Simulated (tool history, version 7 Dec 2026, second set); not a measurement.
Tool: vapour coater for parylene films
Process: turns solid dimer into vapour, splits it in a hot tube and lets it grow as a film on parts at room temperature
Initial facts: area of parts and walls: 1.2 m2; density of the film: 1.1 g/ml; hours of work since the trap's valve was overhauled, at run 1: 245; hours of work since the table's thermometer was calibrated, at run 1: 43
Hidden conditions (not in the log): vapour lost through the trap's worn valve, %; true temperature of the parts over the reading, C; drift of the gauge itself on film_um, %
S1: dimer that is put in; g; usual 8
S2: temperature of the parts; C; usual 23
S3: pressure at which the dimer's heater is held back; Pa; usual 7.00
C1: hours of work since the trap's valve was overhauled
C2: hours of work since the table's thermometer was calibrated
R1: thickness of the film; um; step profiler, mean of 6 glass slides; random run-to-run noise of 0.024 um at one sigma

{"run": 1, "hour": 0.0, "S1": 8, "S2": 23, "S3": 7.0, "C1": 245, "C2": 43, "R1": 4.66}
{"run": 2, "hour": 10.3, "S1": 8, "S2": 23, "S3": 7.0, "C1": 252, "C2": 50, "R1": 4.7}
{"run": 3, "hour": 23.1, "S1": 8, "S2": 23, "S3": 7.82, "C1": 260, "C2": 58, "R1": 4.64}
{"run": 4, "hour": 34.3, "S1": 8, "S2": 23, "S3": 7.0, "C1": 268, "C2": 66, "R1": 4.69}
{"run": 5, "hour": 46.7, "S1": 8, "S2": 23, "S3": 7.0, "C1": 276, "C2": 74, "R1": 4.75}
{"run": 6, "hour": 56.1, "S1": 8, "S2": 23, "S3": 7.0, "C1": 282, "C2": 80, "R1": 4.77}
{"run": 7, "hour": 62.7, "S1": 8, "S2": 23, "S3": 7.0, "C1": 286, "C2": 84, "R1": 4.73}
{"run": 8, "hour": 76.3, "S1": 8, "S2": 23, "S3": 5.4, "C1": 295, "C2": 93, "R1": 4.81}
{"run": 9, "hour": 84.8, "S1": 8, "S2": 23, "S3": 5.4, "C1": 301, "C2": 99, "R1": 4.83}
{"run": 10, "hour": 98.2, "S1": 8, "S2": 23, "S3": 5.4, "C1": 309, "C2": 108, "R1": 4.85}
{"hour": 103.1, "done": "trap's valve overhauled"}
{"run": 11, "hour": 111.4, "S1": 8, "S2": 33, "S3": 6.01, "C1": 5, "C2": 114, "R1": 2.96}
{"run": 12, "hour": 124.9, "S1": 5, "S2": 17, "S3": 2.09, "C1": 14, "C2": 123, "R1": 3.77}
{"run": 13, "hour": 131.2, "S1": 5, "S2": 17, "S3": 2.09, "C1": 18, "C2": 127, "R1": 3.78}
{"run": 14, "hour": 142.8, "S1": 8, "S2": 18, "S3": 7.0, "C1": 26, "C2": 134, "R1": 6.02}
{"run": 15, "hour": 156.0, "S1": 4, "S2": 22, "S3": 10.43, "C1": 35, "C2": 143, "R1": 2.41}

How would selected steps in R1 from run to run divide? Give the signed amount a tool lacking its hidden state would still show from settings, what came in and random variation, and the signed amount left for the hidden state, including any gauge scatter that is not in both of the compared results.
Run 14 -> 15: S1 8 -> 4, S2 18 -> 22, S3 7.00 -> 10.43. R1 -3.61 um: hidden state -0.04, all else -3.57.
